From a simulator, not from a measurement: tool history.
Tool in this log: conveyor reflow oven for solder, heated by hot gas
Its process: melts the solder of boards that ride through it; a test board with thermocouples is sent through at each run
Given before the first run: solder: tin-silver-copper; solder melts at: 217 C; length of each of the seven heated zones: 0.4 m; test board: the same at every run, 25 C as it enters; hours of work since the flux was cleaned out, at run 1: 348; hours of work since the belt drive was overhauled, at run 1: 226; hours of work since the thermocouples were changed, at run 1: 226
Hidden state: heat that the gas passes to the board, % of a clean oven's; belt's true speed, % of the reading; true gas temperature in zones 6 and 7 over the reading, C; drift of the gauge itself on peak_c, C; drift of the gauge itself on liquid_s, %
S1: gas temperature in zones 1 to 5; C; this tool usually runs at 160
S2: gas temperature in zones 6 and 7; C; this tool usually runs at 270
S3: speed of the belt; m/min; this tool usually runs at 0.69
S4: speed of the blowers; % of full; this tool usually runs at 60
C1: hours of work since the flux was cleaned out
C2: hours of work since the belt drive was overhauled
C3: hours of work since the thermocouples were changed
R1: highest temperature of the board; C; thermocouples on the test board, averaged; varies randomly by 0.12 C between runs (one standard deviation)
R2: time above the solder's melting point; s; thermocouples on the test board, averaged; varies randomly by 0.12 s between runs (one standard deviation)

run	hour	S1	S2	S3	S4	C1	C2	C3	R1	R2
1	0	160	270	0.69	60	348	226	226	243.8	39.9
2	24.5	160	270	0.69	60	365	243	243	243.8	39.8
3	59.1	150	270	0.69	60	390	268	268	241.5	35.1
4	99.8	150	270	0.69	87	419	297	297	250.9	44.4
# hour 136: flux residue cleaned out of gas plates and filters
5	139.4	150	270	0.69	87	2	321	321	253.3	46.8
6	179.7	150	270	0.69	87	31	350	350	253	46.8
7	197.6	150	270	0.69	75	44	362	362	249.9	43.5
8	225.6	150	270	0.69	75	64	382	382	249.5	43.5
9	261.1	150	270	0.69	75	89	408	408	249.4	43.4
10	283.4	150	270	0.641	62	105	423	423	247.8	44.8
11	301.5	150	276	0.641	90	117	436	436	261.6	56.1
12	332.9	170	277	0.658	90	140	458	458	264.2	60.9
13	372.4	145	260	0.667	79	168	486	486	242	38.5
14	409.5	145	260	0.667	79	194	513	513	242	38.3
15	446.2	145	260	0.667	79	220	539	539	241.9	38.2
16	472.8	157	270	0.658	60	239	558	558	246.4	44.1
17	506.7	148	270	0.55	87	263	582	582	259.6	64.5

Consider 4 possible next runs. They are alternatives, not a sequence: every one starts from the tool as it was left by run 17. What does each give?
A	537.1	160	280	0.69	87	284	603	603	?	?
B	537.1	173	273	0.687	60	284	603	603	?	?
C	537.1	160	279	0.69	68	284	603	603	?	?
D	537.1	169	270	0.69	60	284	603	603	?	?

run	R1	R2
A	262.5	54.4
B	250.7	49.6
C	255.6	49.5
D	247.1	45.3
With the hidden condition removed and each run's random variation left untouched, the same runs would have given:
run	R1	R2
A	263.7	55
B	251.4	50.2
C	256.6	50.2
D	247.9	45.9

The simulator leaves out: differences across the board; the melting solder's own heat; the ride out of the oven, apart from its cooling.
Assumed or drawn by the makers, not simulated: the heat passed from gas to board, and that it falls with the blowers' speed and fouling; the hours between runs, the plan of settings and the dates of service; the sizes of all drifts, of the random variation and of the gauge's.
